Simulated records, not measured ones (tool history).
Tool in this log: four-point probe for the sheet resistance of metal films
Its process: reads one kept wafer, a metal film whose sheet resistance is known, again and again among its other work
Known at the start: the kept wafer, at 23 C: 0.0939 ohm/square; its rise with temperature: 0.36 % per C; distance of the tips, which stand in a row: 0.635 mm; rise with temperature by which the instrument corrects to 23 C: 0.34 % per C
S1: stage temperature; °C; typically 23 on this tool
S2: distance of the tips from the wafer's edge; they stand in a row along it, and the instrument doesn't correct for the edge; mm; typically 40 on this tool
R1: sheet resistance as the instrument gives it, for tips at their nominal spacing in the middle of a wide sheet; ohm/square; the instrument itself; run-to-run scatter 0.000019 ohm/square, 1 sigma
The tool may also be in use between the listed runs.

run 1 hour=0.0 | S1=23 S2=40 | R1=0.094309
run 2 hour=130.7 | S1=19 S2=40 | R1=0.094209
run 3 hour=250.3 | S1=19 S2=40 | R1=0.094241
run 4 hour=326.7 | S1=19 S2=40 | R1=0.094275
run 5 hour=389.7 | S1=23 S2=40 | R1=0.094351
run 6 hour=466.0 | S1=23 S2=40 | R1=0.094371
run 7 hour=573.2 | S1=23 S2=40 | R1=0.094414
run 8 hour=642.1 | S1=23 S2=40 | R1=0.094431
run 9 hour=751.5 | S1=23 S2=40 | R1=0.094404
run 10 hour=818.9 | S1=23 S2=40 | R1=0.094408
run 11 hour=921.9 | S1=23 S2=40 | R1=0.094462
run 12 hour=1026.5 | S1=33 S2=40 | R1=0.094755
run 13 hour=1114.8 | S1=33 S2=40 | R1=0.094735
run 14 hour=1179.0 | S1=33 S2=40 | R1=0.094746
run 15 hour=1261.6 | S1=27 S2=4 | R1=0.095857
run 16 hour=1391.7 | S1=27 S2=4 | R1=0.095861
run 17 hour=1465.7 | S1=19 S2=72 | R1=0.094397
run 18 hour=1532.0 | S1=19 S2=72 | R1=0.094424
run 19 hour=1628.2 | S1=19 S2=8 | R1=0.094750
run 20 hour=1724.5 | S1=34 S2=51 | R1=0.094838
run 21 hour=1858.3 | S1=34 S2=4 | R1=0.096124
run 22 hour=1956.8 | S1=25 S2=40 | R1=0.094647
run 23 hour=2049.2 | S1=20 S2=16 | R1=0.094607
run 24 hour=2171.3 | S1=24 S2=16 | R1=0.094747
run 25 hour=2253.1 | S1=24 S2=16 | R1=0.094736
run 26 hour=2366.0 | S1=21 S2=40 | R1=0.094630
run 27 hour=2433.9 | S1=23 S2=18 | R1=0.094702

4 options for the next run, each taken on its own from the tool as it stands now. Forecast them:
run A hour=2512.7 | S1=20 S2=4 | R1=?
run B hour=2512.7 | S1=29 S2=31 | R1=?
run C hour=2512.7 | S1=30 S2=34 | R1=?
run D hour=2512.7 | S1=21 S2=18 | R1=?

run=A R1=0.095855
run=B R1=0.094855
run=C R1=0.094912
run=D R1=0.094685
What these runs would have given with no unlogged condition in the tool:
run=A R1=0.095066
run=B R1=0.094067
run=C R1=0.094123
run=D R1=0.093904
